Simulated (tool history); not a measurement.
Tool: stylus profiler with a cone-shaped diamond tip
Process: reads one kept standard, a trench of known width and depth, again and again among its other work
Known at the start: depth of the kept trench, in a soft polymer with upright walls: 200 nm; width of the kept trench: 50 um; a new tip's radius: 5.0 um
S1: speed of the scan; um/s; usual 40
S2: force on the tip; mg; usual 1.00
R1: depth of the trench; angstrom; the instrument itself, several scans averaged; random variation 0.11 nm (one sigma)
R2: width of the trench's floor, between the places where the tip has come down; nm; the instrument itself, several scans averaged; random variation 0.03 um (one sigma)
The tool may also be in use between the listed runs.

run 1 hour=0.0 | S1=40 S2=1.00 | R1=2018.8 R2=47050
run 2 hour=58.8 | S1=40 S2=1.00 | R1=2019.1 R2=47010
run 3 hour=138.0 | S1=40 S2=1.00 | R1=2019.1 R2=47030
run 4 hour=200.8 | S1=40 S2=1.00 | R1=2018.1 R2=47060
run 5 hour=255.7 | S1=106 S2=1.00 | R1=2016.4 R2=46780
run 6 hour=335.3 | S1=106 S2=1.00 | R1=2017.1 R2=46720
run 7 hour=403.7 | S1=13 S2=1.00 | R1=2018.5 R2=47110
run 8 hour=471.0 | S1=13 S2=1.00 | R1=2018.7 R2=47110
run 9 hour=535.5 | S1=13 S2=1.00 | R1=2017.2 R2=47180
run 10 hour=613.9 | S1=13 S2=2.60 | R1=2035.3 R2=47110
run 11 hour=710.0 | S1=13 S2=2.60 | R1=2033.3 R2=47140
run 12 hour=762.2 | S1=13 S2=2.60 | R1=2036.5 R2=47120
run 13 hour=832.3 | S1=105 S2=1.00 | R1=2018.0 R2=46740
run 14 hour=927.6 | S1=105 S2=1.00 | R1=2017.8 R2=46780
run 15 hour=976.1 | S1=105 S2=1.00 | R1=2018.8 R2=46780
run 16 hour=1064.7 | S1=40 S2=1.00 | R1=2018.1 R2=47060
run 17 hour=1135.3 | S1=12 S2=1.00 | R1=2017.5 R2=47160
run 18 hour=1209.3 | S1=40 S2=0.41 | R1=2010.6 R2=46930
run 19 hour=1258.1 | S1=40 S2=0.88 | R1=2017.1 R2=47010
run 20 hour=1319.9 | S1=40 S2=0.44 | R1=2011.3 R2=46930
run 21 hour=1367.1 | S1=40 S2=0.44 | R1=2009.0 R2=46910
run 22 hour=1421.7 | S1=40 S2=1.64 | R1=2024.5 R2=47120
run 23 hour=1483.6 | S1=40 S2=1.25 | R1=2021.2 R2=47080
run 24 hour=1562.0 | S1=152 S2=1.00 | R1=2017.9 R2=46520
run 25 hour=1658.4 | S1=152 S2=1.99 | R1=2029.5 R2=46780
run 26 hour=1724.6 | S1=152 S2=1.35 | R1=2023.0 R2=46680
run 27 hour=1795.9 | S1=152 S2=1.35 | R1=2021.8 R2=46690
run 28 hour=1892.4 | S1=92 S2=1.41 | R1=2022.9 R2=46810
run 29 hour=1954.5 | S1=130 S2=1.65 | R1=2026.8 R2=46750
run 30 hour=2040.3 | S1=134 S2=0.43 | R1=2009.5 R2=46350
run 31 hour=2094.1 | S1=54 S2=0.58 | R1=2011.7 R2=46900
run 32 hour=2164.3 | S1=35 S2=1.32 | R1=2021.8 R2=47060
run 33 hour=2205.2 | S1=125 S2=2.90 | R1=2036.5 R2=46880
run 34 hour=2282.2 | S1=125 S2=2.90 | R1=2037.6 R2=46940
run 35 hour=2352.4 | S1=125 S2=2.90 | R1=2036.5 R2=46900
run 36 hour=2411.6 | S1=125 S2=2.90 | R1=2037.1 R2=46860
run 37 hour=2508.4 | S1=103 S2=1.36 | R1=2023.2 R2=46860
run 38 hour=2569.8 | S1=13 S2=2.57 | R1=2035.4 R2=47120
run 39 hour=2626.4 | S1=13 S2=2.57 | R1=2032.1 R2=47130
run 40 hour=2674.2 | S1=37 S2=0.41 | R1=2009.4 R2=46930
run 41 hour=2754.0 | S1=37 S2=0.41 | R1=2009.4 R2=46920
run 42 hour=2826.8 | S1=29 S2=1.03 | R1=2019.4 R2=47030

Taken out of this log: 1 entry between the listed runs. Where each belongs, and how the hidden state differs across it:
Between runs 27 and 28: height scale calibrated on a step standard (hour 1885.2)
  height scale over the true one, %: -0.01 -> 0
